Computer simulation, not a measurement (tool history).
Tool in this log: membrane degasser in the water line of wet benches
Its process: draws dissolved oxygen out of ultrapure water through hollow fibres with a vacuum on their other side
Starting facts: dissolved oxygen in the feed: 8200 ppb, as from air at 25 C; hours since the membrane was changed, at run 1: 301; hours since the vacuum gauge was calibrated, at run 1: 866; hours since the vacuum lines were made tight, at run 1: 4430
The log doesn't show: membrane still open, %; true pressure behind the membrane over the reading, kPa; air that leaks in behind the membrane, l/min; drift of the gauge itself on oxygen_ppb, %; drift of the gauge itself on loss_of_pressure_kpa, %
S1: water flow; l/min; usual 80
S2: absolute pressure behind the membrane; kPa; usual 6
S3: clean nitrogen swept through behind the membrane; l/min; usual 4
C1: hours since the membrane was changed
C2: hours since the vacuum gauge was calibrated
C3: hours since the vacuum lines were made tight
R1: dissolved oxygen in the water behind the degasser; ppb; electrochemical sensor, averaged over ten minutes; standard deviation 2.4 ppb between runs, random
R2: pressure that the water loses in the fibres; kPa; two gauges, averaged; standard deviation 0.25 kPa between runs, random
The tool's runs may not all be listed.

run 1 hour=0 | S1=80 S2=6 S3=4 | C1=301 C2=866 C3=4430 | R1=248 R2=67.87
run 2 hour=43.3 | S1=80 S2=6 S3=4 | C1=345 C2=910 C3=4473 | R1=247 R2=67.62
-- hour=96.9 seals of the vacuum lines changed
run 3 hour=96.9 | S1=80 S2=6 S3=4 | C1=396 C2=961 C3=0 | R1=248.3 R2=67.73
run 4 hour=153.7 | S1=80 S2=6 S3=4 | C1=453 C2=1018 C3=57 | R1=250.2 R2=67.62
run 5 hour=220.2 | S1=80 S2=6 S3=4 | C1=519 C2=1085 C3=123 | R1=247.4 R2=68.03
run 6 hour=283 | S1=80 S2=6 S3=4 | C1=582 C2=1147 C3=186 | R1=250.4 R2=68.04
-- hour=288.1 vacuum gauge calibrated
run 7 hour=319 | S1=80 S2=6 S3=4 | C1=618 C2=31 C3=222 | R1=248.1 R2=67.75
run 8 hour=387 | S1=80 S2=6 S3=4 | C1=686 C2=99 C3=290 | R1=253 R2=67.87
run 9 hour=420.2 | S1=80 S2=6 S3=4 | C1=719 C2=132 C3=323 | R1=256 R2=68.28
run 10 hour=455.5 | S1=80 S2=6 S3=4 | C1=754 C2=167 C3=358 | R1=258.2 R2=68.01
run 11 hour=502.2 | S1=127 S2=6 S3=2.21 | C1=801 C2=214 C3=405 | R1=790.9 R2=108.25
run 12 hour=566.4 | S1=108 S2=6 S3=3.24 | C1=865 C2=278 C3=469 | R1=537.9 R2=92.04
run 13 hour=603.5 | S1=80 S2=5.79 S3=3.91 | C1=902 C2=315 C3=506 | R1=247.4 R2=68.31
-- hour=640.3 vacuum gauge calibrated, once more
run 14 hour=651.3 | S1=80 S2=5.79 S3=4 | C1=949 C2=11 C3=553 | R1=232.4 R2=68.14
run 15 hour=712.2 | S1=80 S2=3.76 S3=4 | C1=1010 C2=72 C3=614 | R1=144.3 R2=68.49
run 16 hour=779.2 | S1=55 S2=6 S3=5.17 | C1=1077 C2=139 C3=681 | R1=93.1 R2=46.85

Predict the results of run 17:
run 17 hour=824 | S1=108 S2=4.44 S3=6.79 | C1=1122 C2=184 C3=726 | R1=? R2=?

{"run 17": {"R1": 370.7, "R2": 92.55}}
With the hidden condition absent and the run-to-run variation left alone, this run would have shown R1 356.1 ppb, R2 91.35 kPa.
